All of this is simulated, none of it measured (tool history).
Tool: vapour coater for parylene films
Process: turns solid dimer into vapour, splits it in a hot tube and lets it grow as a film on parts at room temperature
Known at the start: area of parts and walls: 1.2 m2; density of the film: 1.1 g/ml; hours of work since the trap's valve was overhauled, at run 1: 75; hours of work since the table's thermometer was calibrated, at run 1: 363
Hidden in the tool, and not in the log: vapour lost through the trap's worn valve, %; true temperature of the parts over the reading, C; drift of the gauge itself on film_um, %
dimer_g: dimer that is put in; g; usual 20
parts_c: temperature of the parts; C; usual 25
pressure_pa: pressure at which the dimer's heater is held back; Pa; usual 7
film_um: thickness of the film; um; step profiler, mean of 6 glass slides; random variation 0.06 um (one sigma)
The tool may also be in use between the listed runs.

run,hour,dimer_g,parts_c,pressure_pa,hours of work since the trap's valve was overhauled,hours of work since the table's thermometer was calibrated,film_um
1,0,20,25,7,75,363,6.88
2,26.9,20,25,7,87,375,6.95
3,49.3,20,25,7,97,385,6.85
4,65.8,20,25,7,104,392,6.75
5,85.4,20,25,7,112,401,6.81
6,114.1,20,25,7,125,413,6.81
# hour 119.4: trap's valve overhauled
7,141.9,20,25,7,10,424,6.56
8,160.1,20,25,7,18,432,6.64
9,184.5,23,24,7,29,442,7.6
10,199.3,20,18,7,35,449,7.29
11,213,25,21,5.46,41,455,8.99
12,242.2,15,21,3.8,54,468,5.63
13,265.7,15,21,3.8,64,478,5.62

Hidden state at the last listed run before each entry between runs and at the first one after, where it differs:
Between runs 6 and 7: trap's valve overhauled (hour 119.4)
  vapour lost through the trap's worn valve, %: 4.8 -> 7.6
  measured less the result without the state, film_um: -0.34 -> -0.54 um
